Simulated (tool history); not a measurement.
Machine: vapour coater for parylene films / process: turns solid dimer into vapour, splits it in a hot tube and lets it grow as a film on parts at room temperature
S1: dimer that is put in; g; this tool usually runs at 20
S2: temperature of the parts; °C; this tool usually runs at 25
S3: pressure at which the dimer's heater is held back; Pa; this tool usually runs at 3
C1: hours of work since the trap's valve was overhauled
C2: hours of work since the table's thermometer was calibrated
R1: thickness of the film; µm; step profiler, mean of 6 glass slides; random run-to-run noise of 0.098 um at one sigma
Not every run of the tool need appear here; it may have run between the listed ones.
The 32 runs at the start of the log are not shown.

{"run": 33, "hour": 619.2, "S1": 12, "S2": 29, "S3": 3, "C1": 262, "C2": 825, "R1": 5.8}
{"run": 34, "hour": 637.7, "S1": 12, "S2": 29, "S3": 3, "C1": 275, "C2": 839, "R1": 5.8}
{"run": 35, "hour": 650.4, "S1": 20, "S2": 25, "S3": 8.99, "C1": 285, "C2": 848, "R1": 9.65}
{"hour": 666.8, "done": "trap's valve overhauled"}
{"run": 36, "hour": 680.3, "S1": 25, "S2": 23, "S3": 8.99, "C1": 10, "C2": 868, "R1": 13.45}
{"run": 37, "hour": 703.5, "S1": 20, "S2": 25, "S3": 2.69, "C1": 27, "C2": 885, "R1": 11.58}
{"run": 38, "hour": 725.7, "S1": 28, "S2": 19, "S3": 2.23, "C1": 44, "C2": 901, "R1": 20.29}
{"run": 39, "hour": 749.4, "S1": 28, "S2": 19, "S3": 2.23, "C1": 61, "C2": 919, "R1": 20.37}
{"run": 40, "hour": 760.5, "S1": 35, "S2": 36, "S3": 4.61, "C1": 70, "C2": 927, "R1": 13.06}
{"run": 41, "hour": 778.4, "S1": 17, "S2": 17, "S3": 3, "C1": 83, "C2": 940, "R1": 12.33}
{"run": 42, "hour": 800.6, "S1": 29, "S2": 25, "S3": 5.26, "C1": 99, "C2": 957, "R1": 15.41}
{"run": 43, "hour": 813.1, "S1": 21, "S2": 28, "S3": 2.34, "C1": 109, "C2": 966, "R1": 11}
{"run": 44, "hour": 827.3, "S1": 20, "S2": 34, "S3": 3, "C1": 119, "C2": 977, "R1": 8.3}
{"run": 45, "hour": 845.7, "S1": 10, "S2": 25, "S3": 4.03, "C1": 133, "C2": 990, "R1": 5.41}
{"run": 46, "hour": 858.1, "S1": 10, "S2": 25, "S3": 4.03, "C1": 142, "C2": 999, "R1": 5.42}
{"run": 47, "hour": 879.5, "S1": 12, "S2": 18, "S3": 3.83, "C1": 158, "C2": 1015, "R1": 8.25}

4 options for the next run, each taken on its own from the tool as it stands now. Forecast them:
{"run": "A", "hour": 905.2, "S1": 20, "S2": 18, "S3": 3, "C1": 177, "C2": 1034, "R1": "?"}
{"run": "B", "hour": 905.2, "S1": 20, "S2": 25, "S3": 4.79, "C1": 177, "C2": 1034, "R1": "?"}
{"run": "C", "hour": 905.2, "S1": 12, "S2": 18, "S3": 5.29, "C1": 177, "C2": 1034, "R1": "?"}
{"run": "D", "hour": 905.2, "S1": 12, "S2": 18, "S3": 3.83, "C1": 177, "C2": 1034, "R1": "?"}

run=A R1=14.23
run=B R1=10.61
run=C R1=7.94
run=D R1=8.23
Without the tool's hidden state the same runs would have given:
run=A R1=15.01
run=B R1=11.51
run=C R1=8.61
run=D R1=8.93
